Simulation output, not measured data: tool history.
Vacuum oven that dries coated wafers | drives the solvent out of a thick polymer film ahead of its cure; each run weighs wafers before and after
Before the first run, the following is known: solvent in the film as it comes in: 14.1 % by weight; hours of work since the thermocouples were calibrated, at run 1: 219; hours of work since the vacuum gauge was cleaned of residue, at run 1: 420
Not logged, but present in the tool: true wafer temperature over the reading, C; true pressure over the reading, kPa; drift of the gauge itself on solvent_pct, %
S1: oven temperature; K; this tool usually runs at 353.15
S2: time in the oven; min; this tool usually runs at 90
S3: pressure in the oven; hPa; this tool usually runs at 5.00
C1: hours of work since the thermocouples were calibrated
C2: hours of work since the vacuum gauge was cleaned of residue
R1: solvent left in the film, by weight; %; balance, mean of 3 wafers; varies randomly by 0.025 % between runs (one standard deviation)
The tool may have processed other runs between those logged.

{"run": 1, "day": 0.0, "S1": 353.15, "S2": 90, "S3": 5.0, "C1": 219, "C2": 420, "R1": 0.66}
{"run": 2, "day": 0.4, "S1": 353.15, "S2": 90, "S3": 5.0, "C1": 224, "C2": 424, "R1": 0.69}
{"run": 3, "day": 1.138, "S1": 353.15, "S2": 90, "S3": 5.0, "C1": 231, "C2": 432, "R1": 0.71}
{"run": 4, "day": 1.888, "S1": 353.15, "S2": 90, "S3": 5.5, "C1": 239, "C2": 440, "R1": 0.76}
{"run": 5, "day": 2.546, "S1": 353.15, "S2": 90, "S3": 5.5, "C1": 246, "C2": 447, "R1": 0.69}
{"run": 6, "day": 2.879, "S1": 353.15, "S2": 65, "S3": 5.0, "C1": 250, "C2": 450, "R1": 1.33}
{"run": 7, "day": 3.246, "S1": 353.15, "S2": 65, "S3": 5.0, "C1": 254, "C2": 454, "R1": 1.3}
{"run": 8, "day": 3.633, "S1": 353.15, "S2": 65, "S3": 5.0, "C1": 258, "C2": 458, "R1": 1.28}
{"run": 9, "day": 3.954, "S1": 353.15, "S2": 90, "S3": 5.0, "C1": 261, "C2": 461, "R1": 0.68}
{"run": 10, "day": 4.533, "S1": 353.15, "S2": 90, "S3": 5.0, "C1": 267, "C2": 467, "R1": 0.64}
{"run": 11, "day": 4.983, "S1": 353.15, "S2": 90, "S3": 12.44, "C1": 272, "C2": 472, "R1": 1.06}
{"run": 12, "day": 5.354, "S1": 353.15, "S2": 90, "S3": 12.44, "C1": 276, "C2": 476, "R1": 1.05}
{"run": 13, "day": 5.775, "S1": 353.15, "S2": 90, "S3": 5.0, "C1": 280, "C2": 481, "R1": 0.76}
{"run": 14, "day": 6.171, "S1": 353.15, "S2": 90, "S3": 5.0, "C1": 284, "C2": 485, "R1": 0.66}
{"run": 15, "day": 6.658, "S1": 353.15, "S2": 90, "S3": 5.0, "C1": 290, "C2": 490, "R1": 0.72}
{"run": 16, "day": 6.975, "S1": 353.15, "S2": 90, "S3": 5.0, "C1": 293, "C2": 493, "R1": 0.66}
{"run": 17, "day": 7.35, "S1": 353.15, "S2": 90, "S3": 5.0, "C1": 297, "C2": 497, "R1": 0.65}
{"run": 18, "day": 7.729, "S1": 353.15, "S2": 90, "S3": 5.0, "C1": 301, "C2": 501, "R1": 0.72}
{"run": 19, "day": 8.104, "S1": 360.15, "S2": 90, "S3": 5.0, "C1": 305, "C2": 505, "R1": 0.29}
{"run": 20, "day": 8.5, "S1": 356.15, "S2": 117, "S3": 5.0, "C1": 309, "C2": 509, "R1": 0.27}
{"run": 21, "day": 8.892, "S1": 361.15, "S2": 90, "S3": 5.0, "C1": 313, "C2": 513, "R1": 0.25}
{"run": 22, "day": 9.317, "S1": 344.15, "S2": 46, "S3": 14.59, "C1": 318, "C2": 518, "R1": 5.4}
{"run": 23, "day": 9.879, "S1": 344.15, "S2": 46, "S3": 14.59, "C1": 324, "C2": 524, "R1": 5.39}
{"run": 24, "day": 10.417, "S1": 348.15, "S2": 72, "S3": 6.66, "C1": 329, "C2": 529, "R1": 2.19}
{"run": 25, "day": 11.088, "S1": 367.15, "S2": 67, "S3": 8.75, "C1": 336, "C2": 537, "R1": 0.26}
{"run": 26, "day": 11.55, "S1": 367.15, "S2": 82, "S3": 13.41, "C1": 341, "C2": 541, "R1": 0.37}
{"run": 27, "day": 11.871, "S1": 348.15, "S2": 45, "S3": 5.0, "C1": 345, "C2": 545, "R1": 3.85}
{"run": 28, "day": 12.454, "S1": 364.15, "S2": 45, "S3": 14.38, "C1": 351, "C2": 551, "R1": 0.88}
{"run": 29, "day": 13.133, "S1": 359.15, "S2": 139, "S3": 17.45, "C1": 358, "C2": 558, "R1": 0.67}
{"run": 30, "day": 13.479, "S1": 359.15, "S2": 139, "S3": 3.14, "C1": 361, "C2": 562, "R1": 0.16}
{"run": 31, "day": 14.179, "S1": 359.15, "S2": 139, "S3": 3.14, "C1": 369, "C2": 569, "R1": 0.15}
{"run": 32, "day": 14.888, "S1": 359.15, "S2": 82, "S3": 5.29, "C1": 376, "C2": 577, "R1": 0.33}
{"run": 33, "day": 15.521, "S1": 351.15, "S2": 69, "S3": 14.12, "C1": 383, "C2": 583, "R1": 1.96}
{"run": 34, "day": 16.167, "S1": 365.15, "S2": 69, "S3": 6.46, "C1": 390, "C2": 590, "R1": 0.24}
{"run": 35, "day": 16.575, "S1": 365.15, "S2": 69, "S3": 6.46, "C1": 394, "C2": 594, "R1": 0.25}

Some steps in R1 between neighbouring runs. How much of each would the tool show without its hidden state too (settings, what came in, random variation), and how much is left for the hidden state, with any gauge scatter that isn't in both results?
Run 21 -> 22: S1 361.15 -> 344.15, S2 90 -> 46, S3 5.00 -> 14.59. R1 +5.15 %: hidden state +0.09, all else +5.06.
Run 23 -> 24: S1 344.15 -> 348.15, S2 46 -> 72, S3 14.59 -> 6.66. R1 -3.20 %: hidden state -0.01, all else -3.19.
Run 24 -> 25: S1 348.15 -> 367.15, S2 72 -> 67, S3 6.66 -> 8.75. R1 -1.93 %: hidden state -0.10, all else -1.83.
Run 26 -> 27: S1 367.15 -> 348.15, S2 82 -> 45, S3 13.41 -> 5.00. R1 +3.48 %: hidden state +0.11, all else +3.37.

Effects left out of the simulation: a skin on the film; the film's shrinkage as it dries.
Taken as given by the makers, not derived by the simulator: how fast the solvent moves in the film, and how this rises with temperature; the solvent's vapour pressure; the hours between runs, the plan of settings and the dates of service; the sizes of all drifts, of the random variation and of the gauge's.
